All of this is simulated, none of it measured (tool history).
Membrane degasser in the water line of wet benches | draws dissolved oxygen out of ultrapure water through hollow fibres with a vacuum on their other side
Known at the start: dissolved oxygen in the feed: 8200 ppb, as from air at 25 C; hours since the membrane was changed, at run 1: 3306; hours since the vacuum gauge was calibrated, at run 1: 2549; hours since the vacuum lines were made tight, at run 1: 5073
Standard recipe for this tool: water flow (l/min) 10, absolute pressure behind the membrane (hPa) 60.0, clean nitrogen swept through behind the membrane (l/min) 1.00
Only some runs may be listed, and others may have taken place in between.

run	day	water flow (l/min)	absolute pressure behind the membrane (hPa)	clean nitrogen swept through behind the membrane (l/min)	hours since the membrane was changed	hours since the vacuum gauge was calibrated	hours since the vacuum lines were made tight	dissolved oxygen in the water behind the degasser (ppb)	pressure that the water loses in the fibres (hPa)
1	0.000	10	60.0	1.00	3306	2549	5073	292.2	571.1
2	3.771	10	60.0	1.00	3396	2639	5163	294.8	567.2
3	12.917	10	60.0	1.00	3616	2859	5383	297.1	571.6
4	20.642	10	60.0	1.00	3801	3044	5568	295.6	569.0
5	27.425	10	60.0	1.00	3964	3207	5731	301.2	574.8
6	35.967	9	60.0	1.00	4169	3412	5936	251.8	514.5
# day 39.125: seals of the vacuum lines changed
7	45.246	9	60.0	1.00	4389	3633	147	249.4	515.9
8	49.375	9	60.0	1.00	4488	3732	246	254.3	517.1
9	54.038	9	60.0	1.00	4600	3844	358	253.5	515.5
10	61.412	9	60.0	1.00	4777	4021	535	253.9	518.3
11	65.371	11	60.0	0.52	4872	4116	630	408.3	626.9
12	69.867	11	60.0	0.52	4980	4224	738	403.3	629.7
13	77.804	12	60.0	1.05	5171	4414	928	393.1	691.4
14	85.254	10	62.2	0.45	5350	4593	1107	382.9	574.1
15	92.550	7	79.5	1.30	5525	4768	1282	181.6	401.9
16	98.675	7	79.5	1.30	5672	4915	1429	183.3	400.0
17	104.058	15	43.2	1.30	5801	5044	1558	492.9	868.7
18	109.946	8	71.0	2.10	5942	5186	1700	197.3	466.1
19	115.421	10	112.8	0.91	6074	5317	1831	430.7	578.0
20	123.921	10	112.8	0.91	6278	5521	2035	439.0	574.7

How the hidden state differs across the entries between the runs, from the last listed run before each to the first after it:
Run 6 -> run 7: seals of the vacuum lines changed (day 39.125)
  membrane still open, %: 98 -> 97.9; air that leaks in behind the membrane, l/min: 0.0112 -> 0.0024
  difference, measured minus the result without the unlogged condition, dissolved oxygen in the water behind the degasser (ppb): +16.7 -> +16.1; pressure that the water loses in the fibres (hPa): +10.4 -> +10.9

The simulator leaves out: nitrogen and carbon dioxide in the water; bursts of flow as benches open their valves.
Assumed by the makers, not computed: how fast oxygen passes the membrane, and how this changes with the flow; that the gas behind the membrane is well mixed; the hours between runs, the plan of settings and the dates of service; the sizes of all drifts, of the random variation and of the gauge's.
